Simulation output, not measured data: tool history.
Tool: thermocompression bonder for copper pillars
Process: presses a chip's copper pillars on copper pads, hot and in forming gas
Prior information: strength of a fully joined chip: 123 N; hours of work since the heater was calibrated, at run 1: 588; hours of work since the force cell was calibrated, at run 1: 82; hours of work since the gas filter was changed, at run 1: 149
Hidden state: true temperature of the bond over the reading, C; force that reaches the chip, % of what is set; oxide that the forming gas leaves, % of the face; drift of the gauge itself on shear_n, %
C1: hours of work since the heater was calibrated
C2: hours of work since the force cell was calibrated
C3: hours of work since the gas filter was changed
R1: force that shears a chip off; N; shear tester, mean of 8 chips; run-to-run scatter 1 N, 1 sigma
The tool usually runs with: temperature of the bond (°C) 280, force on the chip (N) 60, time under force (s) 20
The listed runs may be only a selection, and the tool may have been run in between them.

run 1 hour=0.0 | temperature_of_the_bond_(°C)=280 force_on_the_chip_(N)=60 time_under_force_(s)=20 | C1=588 C2=82 C3=149 | R1=81.0
run 2 hour=75.8 | temperature_of_the_bond_(°C)=280 force_on_the_chip_(N)=60 time_under_force_(s)=44 | C1=632 C2=126 C3=193 | R1=95.0
-- hour=149.0 heater calibrated with a thermocouple chip
run 3 hour=149.0 | temperature_of_the_bond_(°C)=280 force_on_the_chip_(N)=68 time_under_force_(s)=20 | C1=0 C2=167 C3=234 | R1=83.3
run 4 hour=224.7 | temperature_of_the_bond_(°C)=280 force_on_the_chip_(N)=41 time_under_force_(s)=20 | C1=44 C2=211 C3=278 | R1=55.2
run 5 hour=288.9 | temperature_of_the_bond_(°C)=280 force_on_the_chip_(N)=60 time_under_force_(s)=46 | C1=81 C2=248 C3=315 | R1=89.2
run 6 hour=378.5 | temperature_of_the_bond_(°C)=280 force_on_the_chip_(N)=60 time_under_force_(s)=21 | C1=133 C2=300 C3=366 | R1=73.1
-- hour=387.3 forming gas filter changed
run 7 hour=466.2 | temperature_of_the_bond_(°C)=280 force_on_the_chip_(N)=60 time_under_force_(s)=35 | C1=183 C2=350 C3=46 | R1=89.9
run 8 hour=515.7 | temperature_of_the_bond_(°C)=280 force_on_the_chip_(N)=60 time_under_force_(s)=35 | C1=211 C2=379 C3=74 | R1=89.0
-- hour=584.3 heater calibrated with a thermocouple chip, once more
run 9 hour=584.3 | temperature_of_the_bond_(°C)=251 force_on_the_chip_(N)=60 time_under_force_(s)=20 | C1=0 C2=417 C3=113 | R1=65.0
run 10 hour=628.3 | temperature_of_the_bond_(°C)=251 force_on_the_chip_(N)=60 time_under_force_(s)=20 | C1=25 C2=443 C3=138 | R1=65.7
run 11 hour=718.1 | temperature_of_the_bond_(°C)=251 force_on_the_chip_(N)=60 time_under_force_(s)=20 | C1=77 C2=494 C3=190 | R1=65.1
run 12 hour=771.9 | temperature_of_the_bond_(°C)=251 force_on_the_chip_(N)=60 time_under_force_(s)=20 | C1=108 C2=525 C3=221 | R1=62.3
run 13 hour=831.8 | temperature_of_the_bond_(°C)=251 force_on_the_chip_(N)=60 time_under_force_(s)=20 | C1=143 C2=560 C3=255 | R1=62.8
run 14 hour=902.4 | temperature_of_the_bond_(°C)=274 force_on_the_chip_(N)=78 time_under_force_(s)=15 | C1=184 C2=601 C3=296 | R1=82.5
run 15 hour=944.4 | temperature_of_the_bond_(°C)=279 force_on_the_chip_(N)=77 time_under_force_(s)=12 | C1=208 C2=625 C3=320 | R1=81.2
run 16 hour=1025.0 | temperature_of_the_bond_(°C)=265 force_on_the_chip_(N)=51 time_under_force_(s)=18 | C1=254 C2=672 C3=367 | R1=58.1
-- hour=1032.6 forming gas filter changed
run 17 hour=1107.1 | temperature_of_the_bond_(°C)=285 force_on_the_chip_(N)=68 time_under_force_(s)=18 | C1=302 C2=719 C3=43 | R1=93.3
run 18 hour=1164.6 | temperature_of_the_bond_(°C)=288 force_on_the_chip_(N)=63 time_under_force_(s)=51 | C1=335 C2=752 C3=76 | R1=109.4
-- hour=1248.1 force cell calibrated
run 19 hour=1252.2 | temperature_of_the_bond_(°C)=280 force_on_the_chip_(N)=44 time_under_force_(s)=17 | C1=384 C2=2 C3=126 | R1=62.4
run 20 hour=1300.6 | temperature_of_the_bond_(°C)=296 force_on_the_chip_(N)=51 time_under_force_(s)=20 | C1=412 C2=30 C3=154 | R1=84.0
run 21 hour=1389.6 | temperature_of_the_bond_(°C)=296 force_on_the_chip_(N)=51 time_under_force_(s)=20 | C1=464 C2=82 C3=205 | R1=80.8
run 22 hour=1466.4 | temperature_of_the_bond_(°C)=296 force_on_the_chip_(N)=38 time_under_force_(s)=14 | C1=508 C2=126 C3=250 | R1=59.3

Alternative continuations, all from the tool just after run 22; predict every row:
run A hour=1514.9 | temperature_of_the_bond_(°C)=301 force_on_the_chip_(N)=58 time_under_force_(s)=16 | C1=536 C2=154 C3=278 | R1=?
run B hour=1514.9 | temperature_of_the_bond_(°C)=253 force_on_the_chip_(N)=48 time_under_force_(s)=56 | C1=536 C2=154 C3=278 | R1=?
run C hour=1514.9 | temperature_of_the_bond_(°C)=256 force_on_the_chip_(N)=80 time_under_force_(s)=19 | C1=536 C2=154 C3=278 | R1=?

run=A R1=84.8
run=B R1=68.6
run=C R1=75.7
With the hidden condition removed and each run's random variation left untouched, the same runs would have given:
run=A R1=97.9
run=B R1=82.3
run=C R1=89.5
